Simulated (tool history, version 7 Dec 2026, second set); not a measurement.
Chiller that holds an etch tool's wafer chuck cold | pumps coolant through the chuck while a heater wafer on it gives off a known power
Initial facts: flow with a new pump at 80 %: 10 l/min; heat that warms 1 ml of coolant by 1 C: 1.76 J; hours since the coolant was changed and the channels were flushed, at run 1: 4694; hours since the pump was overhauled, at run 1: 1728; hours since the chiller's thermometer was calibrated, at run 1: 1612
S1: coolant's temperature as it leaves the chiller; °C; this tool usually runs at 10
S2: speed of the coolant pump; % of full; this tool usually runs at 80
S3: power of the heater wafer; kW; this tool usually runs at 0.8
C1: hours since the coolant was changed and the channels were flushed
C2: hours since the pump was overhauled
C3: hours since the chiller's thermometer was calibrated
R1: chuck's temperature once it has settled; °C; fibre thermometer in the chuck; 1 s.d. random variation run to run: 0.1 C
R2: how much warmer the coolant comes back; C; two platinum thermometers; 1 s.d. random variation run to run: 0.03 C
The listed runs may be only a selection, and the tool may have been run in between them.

| run | hour | S1 | S2 | S3 | C1 | C2 | C3 | R1 | R2 |
|---|---|---|---|---|---|---|---|---|---|
| 1 | 0 | 10 | 80 | 0.8 | 4694 | 1728 | 1612 | 17.6 | 2.79 |
| 2 | 45.2 | 10 | 82 | 0.8 | 4739 | 1773 | 1657 | 17.3 | 2.74 |
| 3 | 89 | 10 | 80 | 0.8 | 4783 | 1817 | 1701 | 17.6 | 2.83 |
| 4 | 112.4 | 10 | 80 | 0.8 | 4806 | 1841 | 1724 | 17.6 | 2.84 |
| 5 | 140.7 | 10 | 80 | 0.8 | 4835 | 1869 | 1752 | 17.6 | 2.85 |
| 6 | 172.9 | 10 | 80 | 0.8 | 4867 | 1901 | 1785 | 17.6 | 2.78 |
| 7 | 218.5 | 10 | 80 | 0.8 | 4912 | 1947 | 1830 | 17.6 | 2.83 |
| 8 | 260.3 | 10 | 80 | 0.8 | 4954 | 1989 | 1872 | 17.6 | 2.83 |
| 9 | 291.9 | 10 | 80 | 0.8 | 4986 | 2020 | 1904 | 17.6 | 2.89 |
| 10 | 335.7 | 10 | 80 | 0.8 | 5029 | 2064 | 1947 | 17.5 | 2.8 |
| 11 | 355.4 | 13 | 80 | 0.8 | 5049 | 2084 | 1967 | 20.4 | 2.75 |
| 12 | 392.2 | 13 | 80 | 0.8 | 5086 | 2120 | 2004 | 20.3 | 2.87 |
| 13 | 435.8 | 10 | 80 | 0.564 | 5130 | 2164 | 2047 | 15.4 | 1.95 |
| 14 | 467.4 | 10 | 80 | 0.564 | 5161 | 2196 | 2079 | 15.2 | 1.95 |
| 15 | 498.7 | 10 | 80 | 0.564 | 5192 | 2227 | 2110 | 15.2 | 2 |
| 16 | 536.4 | 10 | 80 | 0.564 | 5230 | 2265 | 2148 | 15.4 | 1.99 |
| 17 | 571 | 10 | 80 | 0.564 | 5265 | 2299 | 2183 | 15.2 | 2.03 |
| 18 | 596.6 | 5 | 97 | 0.564 | 5290 | 2325 | 2208 | 9.6 | 1.55 |
|  | 604.9 | coolant pump overhauled |
| 19 | 644.8 | 10 | 97 | 0.564 | 5334 | 40 | 2251 | 14.5 | 1.69 |
| 20 | 687.7 | 18 | 66 | 0.758 | 5377 | 83 | 2294 | 26.3 | 3.42 |
| 21 | 714.8 | 18 | 66 | 0.758 | 5404 | 110 | 2321 | 26.2 | 3.37 |
| 22 | 736.5 | 18 | 66 | 0.758 | 5425 | 132 | 2343 | 26.6 | 3.39 |
| 23 | 780.1 | 18 | 66 | 0.758 | 5469 | 175 | 2387 | 26.5 | 3.38 |
|  | 788.5 | coolant pump overhauled, once more |
| 24 | 806.4 | 18 | 66 | 0.758 | 5490 | 18 | 2408 | 26.1 | 3.19 |
| 25 | 828.6 | 18 | 66 | 0.758 | 5512 | 40 | 2430 | 26 | 3.18 |
| 26 | 854 | 4 | 80 | 0.702 | 5538 | 65 | 2456 | 10.3 | 2.4 |

Alternative continuations, all from the tool just after run 26; predict every row:
| A | 876.3 | 18 | 63 | 0.9 | 5560 | 88 | 2478 | ? | ? |
| B | 876.3 | 12 | 80 | 0.733 | 5560 | 88 | 2478 | ? | ? |
| C | 876.3 | 9 | 80 | 0.712 | 5560 | 88 | 2478 | ? | ? |
| D | 876.3 | 7 | 80 | 0.761 | 5560 | 88 | 2478 | ? | ? |
| E | 876.3 | 19 | 80 | 0.434 | 5560 | 88 | 2478 | ? | ? |

| run | R1 | R2 |
|---|---|---|
| A | 27.9 | 3.96 |
| B | 18.8 | 2.46 |
| C | 15.5 | 2.41 |
| D | 13.9 | 2.64 |
| E | 22.7 | 1.44 |
Without the tool's hidden state the same runs would have given:
| run | R1 | R2 |
|---|---|---|
| A | 27.1 | 3.97 |
| B | 18.3 | 2.46 |
| C | 15 | 2.41 |
| D | 13.3 | 2.64 |
| E | 22.5 | 1.44 |

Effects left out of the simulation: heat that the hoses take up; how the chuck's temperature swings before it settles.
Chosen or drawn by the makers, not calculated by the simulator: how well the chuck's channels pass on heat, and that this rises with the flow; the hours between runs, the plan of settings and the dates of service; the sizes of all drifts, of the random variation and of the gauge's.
